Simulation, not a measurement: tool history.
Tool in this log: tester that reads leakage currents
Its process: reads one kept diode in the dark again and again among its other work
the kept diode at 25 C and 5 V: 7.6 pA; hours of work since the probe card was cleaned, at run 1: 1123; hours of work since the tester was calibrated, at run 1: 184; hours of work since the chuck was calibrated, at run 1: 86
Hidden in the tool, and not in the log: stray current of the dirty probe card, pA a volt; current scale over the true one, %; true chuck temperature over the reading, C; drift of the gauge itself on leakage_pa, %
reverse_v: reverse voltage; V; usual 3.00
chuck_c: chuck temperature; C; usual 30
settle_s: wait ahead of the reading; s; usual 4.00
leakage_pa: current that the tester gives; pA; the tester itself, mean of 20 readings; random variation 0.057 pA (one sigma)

run	hour	reverse_v	chuck_c	settle_s	hours of work since the probe card was cleaned	hours of work since the tester was calibrated	hours of work since the chuck was calibrated	leakage_pa
1	0.0	3.00	30	4.00	1123	184	86	10.79
2	22.4	3.00	30	4.00	1138	199	101	10.72
3	70.6	3.00	30	4.00	1171	231	134	10.90
4	117.2	14.06	30	4.00	1202	263	165	31.90
5	167.1	3.00	30	4.00	1236	296	199	10.93
6	202.4	3.00	30	4.00	1260	320	223	10.78
7	242.2	3.00	30	4.00	1286	347	250	11.05
8	279.7	3.00	30	4.00	1312	372	275	11.08
9	315.8	3.00	30	4.00	1336	397	299	11.08
10	345.0	3.00	30	4.00	1356	416	319	11.16
11	380.1	3.00	30	4.00	1379	440	342	11.13
12	428.9	3.00	30	4.00	1412	473	375	11.19
13	475.8	3.00	30	4.00	1444	504	407	11.17
14	510.3	3.00	30	4.00	1467	528	430	11.30
15	540.0	3.00	30	4.00	1487	548	450	11.22
16	568.8	1.81	30	4.00	1507	567	470	8.12
17	610.8	3.00	30	4.00	1535	595	498	11.37
18	640.5	3.00	30	4.00	1555	615	518	11.46
19	672.0	3.00	30	4.00	1576	637	539	11.51
20	711.2	3.00	30	4.00	1602	663	566	11.52
21	751.6	5.77	21	2.14	1630	690	593	11.59
22	790.8	5.77	21	2.14	1656	717	619	11.75
23	828.7	12.48	52	2.69	1682	742	645	134.37
24	866.3	4.47	52	0.73	1707	768	670	72.89
25	911.6	1.28	52	2.12	1738	798	701	33.04
26	947.8	2.73	36	4.00	1762	822	725	16.55
27	990.6	6.34	26	4.00	1791	851	754	15.99
28	1034.0	6.34	26	4.00	1820	881	783	16.22
29	1071.4	1.04	47	4.00	1845	906	808	20.38
30	1095.4	1.04	47	4.00	1861	922	824	20.24
31	1116.8	1.04	47	4.00	1876	936	839	20.29
32	1144.6	17.72	30	3.83	1894	955	858	44.09
33	1176.2	3.00	46	0.94	1916	976	879	37.24
34	1218.3	3.00	46	0.94	1944	1005	907	37.35
35	1254.0	4.08	21	0.94	1968	1029	931	10.45
36	1280.5	4.08	21	0.94	1986	1047	949	10.50
37	1320.8	4.08	21	0.94	2013	1074	976	10.43
38	1362.6	1.60	23	0.51	2041	1102	1004	6.01
39	1409.9	1.50	26	4.00	2073	1134	1036	5.87

Here are 3 independent what-if runs from the current tool condition. What would each one return?
A	1445.5	3.00	25	4.00	2097	1158	1060	?
B	1445.5	1.50	32	4.00	2097	1158	1060	?
C	1445.5	2.25	58	0.37	2097	1158	1060	?

run	leakage_pa
A	9.15
B	8.78
C	74.28
The same runs, with their run-to-run variation unchanged, on a tool lacking any hidden condition would have given:
run	leakage_pa
A	5.87
B	7.06
C	70.77
